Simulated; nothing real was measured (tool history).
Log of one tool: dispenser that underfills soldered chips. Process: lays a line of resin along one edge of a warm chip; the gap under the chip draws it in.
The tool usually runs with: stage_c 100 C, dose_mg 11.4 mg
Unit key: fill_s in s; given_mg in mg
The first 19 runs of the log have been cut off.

{"hour": 77.6, "done": "new syringe of resin"}
{"run": 20, "hour": 78.2, "stage_c": 107, "dose_mg": 13.4, "fill_s": 15.8, "given_mg": 12.29}
{"run": 21, "hour": 80.4, "stage_c": 102, "dose_mg": 12.1, "fill_s": 19.8, "given_mg": 11.08}
{"run": 22, "hour": 83.1, "stage_c": 97, "dose_mg": 11.1, "fill_s": 26.5, "given_mg": 10.25}
{"run": 23, "hour": 85.4, "stage_c": 97, "dose_mg": 14.0, "fill_s": 26.9, "given_mg": 12.81}
{"run": 24, "hour": 88.7, "stage_c": 97, "dose_mg": 14.0, "fill_s": 30.3, "given_mg": 12.76}
{"hour": 90.4, "done": "new syringe of resin"}
{"hour": 94.2, "done": "dispensing valve cleaned and set on the balance"}
{"run": 25, "hour": 95.2, "stage_c": 97, "dose_mg": 14.0, "fill_s": 23.6, "given_mg": 13.99}
{"run": 26, "hour": 99.1, "stage_c": 110, "dose_mg": 11.9, "fill_s": 18.6, "given_mg": 11.78}
{"run": 27, "hour": 102.0, "stage_c": 110, "dose_mg": 10.5, "fill_s": 20.2, "given_mg": 10.48}
{"hour": 104.2, "done": "new syringe of resin"}
{"run": 28, "hour": 105.8, "stage_c": 110, "dose_mg": 10.5, "fill_s": 14.6, "given_mg": 10.31}
{"run": 29, "hour": 109.3, "stage_c": 108, "dose_mg": 12.7, "fill_s": 17.6, "given_mg": 12.6}
{"run": 30, "hour": 113.0, "stage_c": 108, "dose_mg": 12.7, "fill_s": 19.1, "given_mg": 12.57}
{"hour": 117.2, "done": "new syringe of resin"}
{"run": 31, "hour": 117.2, "stage_c": 97, "dose_mg": 11.4, "fill_s": 21.5, "given_mg": 11.22}
{"run": 32, "hour": 120.6, "stage_c": 88, "dose_mg": 14.6, "fill_s": 30.8, "given_mg": 14.37}
{"run": 33, "hour": 126.0, "stage_c": 110, "dose_mg": 13.5, "fill_s": 18.9, "given_mg": 13.38}
{"run": 34, "hour": 129.3, "stage_c": 97, "dose_mg": 11.4, "fill_s": 31.9, "given_mg": 11.31}
{"hour": 130.1, "done": "new syringe of resin"}
{"run": 35, "hour": 133.0, "stage_c": 97, "dose_mg": 11.4, "fill_s": 23.5, "given_mg": 11.25}

What if the next run were any one of these 5? Each begins from the tool's condition after run 35:
{"run": "A", "hour": 136.3, "stage_c": 99, "dose_mg": 14.4, "fill_s": "?", "given_mg": "?"}
{"run": "B", "hour": 136.3, "stage_c": 97, "dose_mg": 11.6, "fill_s": "?", "given_mg": "?"}
{"run": "C", "hour": 136.3, "stage_c": 95, "dose_mg": 11.4, "fill_s": "?", "given_mg": "?"}
{"run": "D", "hour": 136.3, "stage_c": 111, "dose_mg": 11.4, "fill_s": "?", "given_mg": "?"}
{"run": "E", "hour": 136.3, "stage_c": 100, "dose_mg": 11.2, "fill_s": "?", "given_mg": "?"}

run=A fill_s=25.0 given_mg=14.13
run=B fill_s=27.1 given_mg=11.32
run=C fill_s=28.8 given_mg=11.16
run=D fill_s=16.9 given_mg=11.15
run=E fill_s=24.2 given_mg=10.99
With the hidden condition removed and each run's random variation left untouched, the same runs would have given:
run=A fill_s=19.6 given_mg=14.43
run=B fill_s=21.2 given_mg=11.56
run=C fill_s=22.4 given_mg=11.39
run=D fill_s=13.2 given_mg=11.38
run=E fill_s=18.8 given_mg=11.22
